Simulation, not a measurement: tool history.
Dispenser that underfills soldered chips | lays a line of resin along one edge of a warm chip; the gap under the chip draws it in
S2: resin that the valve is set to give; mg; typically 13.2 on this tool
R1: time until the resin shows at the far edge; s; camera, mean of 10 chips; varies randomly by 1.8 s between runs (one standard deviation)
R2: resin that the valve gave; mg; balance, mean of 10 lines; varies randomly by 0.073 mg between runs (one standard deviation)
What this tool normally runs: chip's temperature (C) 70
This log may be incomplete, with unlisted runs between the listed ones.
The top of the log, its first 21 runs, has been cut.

{"hour": 130.3, "done": "new syringe of resin"}
{"run": 22, "hour": 130.3, "chip's temperature (C)": 57, "S2": 13.7, "R1": 299.3, "R2": 13.53}
{"run": 23, "hour": 136.3, "chip's temperature (C)": 84, "S2": 13.5, "R1": 117.0, "R2": 13.31}
{"run": 24, "hour": 142.0, "chip's temperature (C)": 84, "S2": 13.5, "R1": 135.1, "R2": 13.15}
{"run": 25, "hour": 146.1, "chip's temperature (C)": 69, "S2": 15.0, "R1": 270.3, "R2": 14.62}
{"hour": 148.8, "done": "new syringe of resin"}
{"run": 26, "hour": 152.3, "chip's temperature (C)": 69, "S2": 15.0, "R1": 195.1, "R2": 14.56}
{"run": 27, "hour": 157.1, "chip's temperature (C)": 84, "S2": 15.3, "R1": 122.4, "R2": 14.93}
{"run": 28, "hour": 161.2, "chip's temperature (C)": 84, "S2": 15.3, "R1": 138.3, "R2": 15.0}
{"hour": 167.3, "done": "new syringe of resin"}
{"run": 29, "hour": 168.0, "chip's temperature (C)": 70, "S2": 12.3, "R1": 181.3, "R2": 11.93}
{"run": 30, "hour": 174.2, "chip's temperature (C)": 63, "S2": 13.3, "R1": 279.5, "R2": 12.92}
{"run": 31, "hour": 177.9, "chip's temperature (C)": 73, "S2": 14.1, "R1": 205.2, "R2": 13.54}

Predict the results of run 32:
{"run": 32, "hour": 184.3, "chip's temperature (C)": 70, "S2": 12.5, "R1": "?", "R2": "?"}

Run 32 measured R1 281.6 s, R2 12.05 mg.
If the tool had no hidden condition, the same run with the same run-to-run variation would have returned R1 180.6 s, R2 12.50 mg.

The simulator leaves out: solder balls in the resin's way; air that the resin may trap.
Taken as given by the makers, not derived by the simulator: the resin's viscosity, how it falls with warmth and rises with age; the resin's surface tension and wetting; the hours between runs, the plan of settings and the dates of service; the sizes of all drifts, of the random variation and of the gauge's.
